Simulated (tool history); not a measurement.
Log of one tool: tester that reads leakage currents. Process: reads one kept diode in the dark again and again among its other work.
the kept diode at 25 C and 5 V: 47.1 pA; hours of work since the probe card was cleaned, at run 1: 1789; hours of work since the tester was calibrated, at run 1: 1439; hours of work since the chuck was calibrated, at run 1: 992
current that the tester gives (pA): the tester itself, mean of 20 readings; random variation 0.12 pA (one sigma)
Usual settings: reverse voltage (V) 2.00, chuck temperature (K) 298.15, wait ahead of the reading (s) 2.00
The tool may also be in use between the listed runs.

run,hour,reverse voltage (V),chuck temperature (K),wait ahead of the reading (s),hours of work since the probe card was cleaned,hours of work since the tester was calibrated,hours of work since the chuck was calibrated,current that the tester gives (pA)
1,0.0,2.00,298.15,2.00,1789,1439,992,35.40
2,110.7,2.00,298.15,2.00,1835,1485,1038,35.29
3,166.4,2.00,298.15,2.00,1858,1508,1061,35.36
4,228.8,2.00,298.15,2.00,1883,1533,1087,35.46
5,290.0,2.00,298.15,2.00,1909,1559,1112,35.36
6,360.9,2.00,298.15,2.00,1938,1588,1141,35.32
7,462.7,2.00,298.15,2.00,1980,1630,1183,35.57
8,596.1,2.00,298.15,2.00,2035,1685,1238,35.57
9,679.5,2.00,298.15,2.00,2069,1719,1273,35.46
10,801.5,2.00,298.15,9.85,2120,1770,1323,35.14
11,922.8,2.00,298.15,2.00,2170,1820,1373,35.53
12,1054.1,2.00,298.15,2.00,2224,1874,1427,35.31
13,1176.1,2.00,298.15,2.00,2274,1925,1478,35.28
14,1308.9,2.00,298.15,2.00,2329,1979,1533,35.43
15,1385.9,1.35,298.15,2.00,2361,2011,1564,31.07
16,1464.8,2.00,298.15,1.78,2394,2044,1597,35.40
17,1560.1,2.00,298.15,1.78,2433,2083,1636,35.42
18,1658.6,2.00,298.15,2.00,2474,2124,1677,35.50
19,1729.9,2.00,298.15,2.00,2503,2153,1706,35.29
20,1841.8,2.00,298.15,2.00,2549,2199,1753,35.37
21,1958.6,2.00,298.15,2.00,2597,2248,1801,35.64
22,2094.9,2.00,298.15,2.00,2654,2304,1857,35.29
23,2180.8,2.00,298.15,2.00,2689,2339,1892,35.32
24,2314.2,2.00,305.15,5.75,2744,2394,1948,65.30
25,2399.7,1.27,319.15,0.39,2780,2430,1983,179.10
26,2530.0,7.91,303.15,2.00,2833,2483,2037,85.28
27,2609.9,7.91,303.15,2.00,2866,2516,2070,85.31
28,2684.0,7.91,303.15,2.00,2897,2547,2100,85.44
29,2782.2,7.91,303.15,2.00,2937,2588,2141,85.47
# hour 2840.0: chuck's temperature calibrated
30,2909.7,4.61,304.15,0.31,2989,2639,29,80.78
31,2965.5,4.61,304.15,0.31,3012,2662,52,80.58
32,3041.8,4.61,304.15,0.31,3044,2694,83,80.69
33,3167.1,4.61,304.15,0.31,3096,2746,135,80.30

Run 34 comes next. What will it give?
34,3256.1,11.20,302.15,0.31,3132,2782,172,?

{"run 34": {"current that the tester gives (pA)": 92.82}}
Without the tool's hidden state the same run would have given current that the tester gives (pA) 92.68.
